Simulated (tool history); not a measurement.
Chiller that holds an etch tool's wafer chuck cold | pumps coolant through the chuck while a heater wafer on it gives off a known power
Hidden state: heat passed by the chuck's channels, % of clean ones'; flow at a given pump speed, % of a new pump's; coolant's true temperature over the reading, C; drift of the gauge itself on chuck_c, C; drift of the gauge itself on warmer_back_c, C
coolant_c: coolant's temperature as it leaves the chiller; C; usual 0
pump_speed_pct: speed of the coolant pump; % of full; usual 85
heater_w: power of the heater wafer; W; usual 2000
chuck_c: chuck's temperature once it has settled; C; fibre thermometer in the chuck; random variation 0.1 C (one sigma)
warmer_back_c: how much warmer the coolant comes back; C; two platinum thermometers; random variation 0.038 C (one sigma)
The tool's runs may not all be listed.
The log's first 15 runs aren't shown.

run	hour	coolant_c	pump_speed_pct	heater_w	hours since the coolant was changed and the channels were flushed	hours since the pump was overhauled	hours since the chiller's thermometer was calibrated	chuck_c	warmer_back_c
16	428.5	0	85	1918	2455	1888	1932	17.1	7.42
17	457.4	-2	68	1849	2484	1917	1961	18.2	9.11
18	483.6	-2	68	1849	2510	1943	1987	18.1	9.21
19	503.2	-2	68	1849	2530	1963	2007	17.9	9.19
20	532.1	1	74	1480	2559	1992	2036	15.9	6.70
21	570.2	0	85	2469	2597	2030	2074	22.0	9.50
22	593.7	3	85	1648	2620	2053	2097	17.6	6.42
23	618.5	0	67	1413	2645	2078	2122	15.6	7.18
24	661.3	0	67	1413	2688	2121	2165	15.7	7.18
25	688.3	-8	85	1003	2715	2148	2192	0.9	4.03
26	723.3	-7	63	2379	2750	2183	2227	20.9	12.92
27	757.9	2	78	2349	2784	2217	2262	24.3	10.06
28	784.5	2	78	2349	2811	2244	2288	24.4	10.01
29	823.5	0	71	2722	2850	2283	2327	28.4	12.87
30	852.2	0	71	2722	2879	2312	2356	28.5	12.87
31	875.7	0	63	1115	2902	2335	2379	13.0	6.18
32	898.3	0	64	2898	2925	2358	2402	33.4	15.39

Forecast each of these 3 alternatives for the next run:
A	929.1	0	85	2953	2956	2389	2433	?	?
B	929.1	-3	85	2000	2956	2389	2433	?	?
C	929.1	0	72	2898	2956	2389	2433	?	?

run	chuck_c	warmer_back_c
A	26.2	11.46
B	14.4	7.86
C	30.0	13.54
Without the tool's hidden state the same runs would have given:
run	chuck_c	warmer_back_c
A	26.1	11.14
B	14.4	7.54
C	30.0	13.21
